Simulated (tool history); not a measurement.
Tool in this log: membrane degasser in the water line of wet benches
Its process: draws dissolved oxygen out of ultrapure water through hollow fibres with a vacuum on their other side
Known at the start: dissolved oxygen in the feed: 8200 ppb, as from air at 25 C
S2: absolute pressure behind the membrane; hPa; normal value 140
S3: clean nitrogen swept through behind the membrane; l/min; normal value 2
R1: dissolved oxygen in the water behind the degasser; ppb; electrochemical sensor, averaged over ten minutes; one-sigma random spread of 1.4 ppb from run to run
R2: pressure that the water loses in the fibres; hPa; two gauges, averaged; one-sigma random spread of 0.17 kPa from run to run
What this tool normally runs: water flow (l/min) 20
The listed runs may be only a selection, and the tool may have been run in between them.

run 1 hour=0 | water_flow_(l/min)=20 S2=140 S3=2 | R1=286.1 R2=387.7
run 2 hour=183.8 | water_flow_(l/min)=20 S2=97 S3=2 | R1=185.9 R2=390.3
run 3 hour=400.6 | water_flow_(l/min)=20 S2=97 S3=2 | R1=187 R2=387.6
-- hour=525.4 seals of the vacuum lines changed
run 4 hour=542.8 | water_flow_(l/min)=20 S2=140 S3=0.97 | R1=497.5 R2=390.2
run 5 hour=715.5 | water_flow_(l/min)=20 S2=140 S3=0.97 | R1=500.7 R2=392.7
run 6 hour=821.6 | water_flow_(l/min)=20 S2=140 S3=0.97 | R1=507 R2=391.5
run 7 hour=962.3 | water_flow_(l/min)=20 S2=140 S3=0.97 | R1=501.5 R2=390.7
run 8 hour=1152.5 | water_flow_(l/min)=20 S2=140 S3=0.97 | R1=504.6 R2=389.2
run 9 hour=1279.3 | water_flow_(l/min)=20 S2=198 S3=0.97 | R1=742.7 R2=389.6
run 10 hour=1398.6 | water_flow_(l/min)=12 S2=198 S3=0.97 | R1=471.7 R2=237.2
run 11 hour=1599.7 | water_flow_(l/min)=20 S2=141 S3=2 | R1=280.1 R2=393.9
run 12 hour=1761.7 | water_flow_(l/min)=20 S2=103 S3=2 | R1=198.4 R2=393.8
run 13 hour=1872.9 | water_flow_(l/min)=20 S2=103 S3=2 | R1=198.3 R2=394.5
run 14 hour=2013.6 | water_flow_(l/min)=29 S2=140 S3=2 | R1=420.5 R2=570.8
run 15 hour=2162.2 | water_flow_(l/min)=29 S2=140 S3=2 | R1=423.5 R2=571.3
-- hour=2184 vacuum gauge calibrated
run 16 hour=2332 | water_flow_(l/min)=29 S2=140 S3=2 | R1=430.6 R2=569.5
run 17 hour=2433.7 | water_flow_(l/min)=29 S2=140 S3=2 | R1=433.2 R2=570.6
run 18 hour=2594.7 | water_flow_(l/min)=29 S2=195 S3=2 | R1=588.9 R2=575.5
run 19 hour=2720 | water_flow_(l/min)=12 S2=270 S3=4.16 | R1=180 R2=234.6
run 20 hour=2914.9 | water_flow_(l/min)=12 S2=273 S3=1.72 | R1=412.2 R2=236.9
run 21 hour=3039.1 | water_flow_(l/min)=13 S2=321 S3=2 | R1=456.4 R2=257.4
run 22 hour=3267.1 | water_flow_(l/min)=13 S2=321 S3=2 | R1=460.7 R2=256.3
run 23 hour=3373.8 | water_flow_(l/min)=13 S2=321 S3=2 | R1=463.5 R2=258.9
-- hour=3535.9 vacuum gauge calibrated, once more
run 24 hour=3615.4 | water_flow_(l/min)=13 S2=321 S3=2 | R1=458.8 R2=256
run 25 hour=3806.9 | water_flow_(l/min)=20 S2=134 S3=2.68 | R1=213.5 R2=399
run 26 hour=3922.1 | water_flow_(l/min)=17 S2=154 S3=1.46 | R1=350.5 R2=338.7
run 27 hour=4049.7 | water_flow_(l/min)=17 S2=154 S3=1.46 | R1=350.7 R2=339.4
run 28 hour=4256.1 | water_flow_(l/min)=26 S2=97 S3=2.4 | R1=226.9 R2=517.1
run 29 hour=4389.3 | water_flow_(l/min)=14 S2=140 S3=3.17 | R1=132.3 R2=281.4
run 30 hour=4524.2 | water_flow_(l/min)=14 S2=140 S3=3.17 | R1=132.6 R2=281.1
run 31 hour=4661.4 | water_flow_(l/min)=29 S2=96 S3=1.1 | R1=436.1 R2=580.7

Forecast each of these 4 alternatives for the next run:
run A hour=4885.2 | water_flow_(l/min)=29 S2=96 S3=5.66 | R1=? R2=?
run B hour=4885.2 | water_flow_(l/min)=13 S2=265 S3=2 | R1=? R2=?
run C hour=4885.2 | water_flow_(l/min)=22 S2=164 S3=0.98 | R1=? R2=?
run D hour=4885.2 | water_flow_(l/min)=20 S2=140 S3=2 | R1=? R2=?

run=A R1=164.9 R2=580.7
run=B R1=384.2 R2=262.4
run=C R1=660.8 R2=443.2
run=D R1=288.4 R2=402
Stripped of hidden state, with their random variation kept, the same runs would have yielded:
run=A R1=144.8 R2=553
run=B R1=359.1 R2=249.9
run=C R1=637.3 R2=422.1
run=D R1=270.7 R2=382.8

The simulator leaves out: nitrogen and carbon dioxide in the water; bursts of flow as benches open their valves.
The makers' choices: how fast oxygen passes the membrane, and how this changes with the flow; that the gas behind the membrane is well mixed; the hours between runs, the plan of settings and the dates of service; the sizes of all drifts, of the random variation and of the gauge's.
